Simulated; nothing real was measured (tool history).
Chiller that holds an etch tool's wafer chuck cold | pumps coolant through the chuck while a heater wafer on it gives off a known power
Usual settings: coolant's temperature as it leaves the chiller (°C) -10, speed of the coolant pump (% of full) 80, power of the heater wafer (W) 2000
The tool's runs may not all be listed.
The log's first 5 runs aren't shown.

| run | hour | coolant's temperature as it leaves the chiller (°C) | speed of the coolant pump (% of full) | power of the heater wafer (W) | hours since the coolant was changed and the channels were flushed | hours since the pump was overhauled | hours since the chiller's thermometer was calibrated | chuck's temperature once it has settled (°C) | how much warmer the coolant comes back (C) |
|---|---|---|---|---|---|---|---|---|---|
| 6 | 183.5 | -10 | 80 | 2000 | 2110 | 719 | 3055 | 11.1 | 7.31 |
| 7 | 220.9 | -10 | 80 | 2000 | 2147 | 757 | 3092 | 11.2 | 7.34 |
| 8 | 256.2 | -10 | 80 | 1154 | 2182 | 792 | 3128 | 2.0 | 4.40 |
| 9 | 285.4 | -10 | 80 | 1154 | 2211 | 821 | 3157 | 2.1 | 4.31 |
| 10 | 321.5 | -10 | 80 | 1154 | 2248 | 857 | 3193 | 2.1 | 4.37 |
| 11 | 345.5 | -10 | 80 | 1904 | 2272 | 881 | 3217 | 10.2 | 7.11 |
| 12 | 373.9 | -10 | 80 | 2624 | 2300 | 910 | 3245 | 17.7 | 9.74 |
| 13 | 403.0 | -10 | 80 | 2000 | 2329 | 939 | 3274 | 11.1 | 7.48 |
| 14 | 437.0 | -10 | 74 | 2000 | 2363 | 973 | 3308 | 12.5 | 8.15 |
| 15 | 467.4 | -10 | 74 | 2000 | 2393 | 1003 | 3339 | 12.7 | 8.23 |
| 16 | 492.3 | -11 | 80 | 1487 | 2418 | 1028 | 3364 | 4.7 | 5.73 |
| 17 | 511.4 | -11 | 80 | 1487 | 2437 | 1047 | 3383 | 4.6 | 5.71 |
|  | 530.9 | gauge calibrated |
| 18 | 538.9 | -8 | 62 | 2000 | 2465 | 1075 | 3410 | 18.8 | 9.60 |
| 19 | 577.5 | -8 | 62 | 2000 | 2504 | 1113 | 3449 | 18.7 | 9.62 |
| 20 | 613.6 | -8 | 62 | 2000 | 2540 | 1150 | 3485 | 18.7 | 9.64 |
| 21 | 632.3 | -5 | 80 | 2000 | 2558 | 1168 | 3504 | 16.2 | 7.35 |
| 22 | 663.5 | -5 | 80 | 2000 | 2590 | 1199 | 3535 | 16.3 | 7.29 |
| 23 | 700.0 | -5 | 80 | 2000 | 2626 | 1236 | 3571 | 16.1 | 7.31 |
| 24 | 735.4 | -10 | 95 | 2000 | 2661 | 1271 | 3607 | 7.8 | 6.11 |
| 25 | 763.1 | -10 | 95 | 2000 | 2689 | 1299 | 3634 | 8.2 | 6.03 |
| 26 | 792.8 | -10 | 95 | 2000 | 2719 | 1329 | 3664 | 8.0 | 6.07 |
| 27 | 831.9 | -10 | 95 | 2467 | 2758 | 1368 | 3703 | 12.3 | 7.45 |
| 28 | 868.1 | -5 | 84 | 1132 | 2794 | 1404 | 3739 | 6.2 | 4.08 |
| 29 | 904.8 | -17 | 87 | 2576 | 2831 | 1441 | 3776 | 8.1 | 8.60 |
| 30 | 924.3 | -10 | 80 | 1716 | 2850 | 1460 | 3796 | 8.2 | 6.43 |

Forecast each of these 3 alternatives for the next run:
| A | 944.9 | -19 | 73 | 1103 | 2871 | 1481 | 3816 | ? | ? |
| B | 944.9 | -10 | 80 | 1870 | 2871 | 1481 | 3816 | ? | ? |
| C | 944.9 | -10 | 86 | 1647 | 2871 | 1481 | 3816 | ? | ? |

| run | chuck's temperature once it has settled (°C) | how much warmer the coolant comes back (C) |
|---|---|---|
| A | -6.4 | 4.70 |
| B | 9.8 | 7.05 |
| C | 6.4 | 5.76 |
Without the tool's hidden state the same runs would have given:
| run | chuck's temperature once it has settled (°C) | how much warmer the coolant comes back (C) |
|---|---|---|
| A | -6.4 | 4.40 |
| B | 9.8 | 6.75 |
| C | 6.4 | 5.46 |
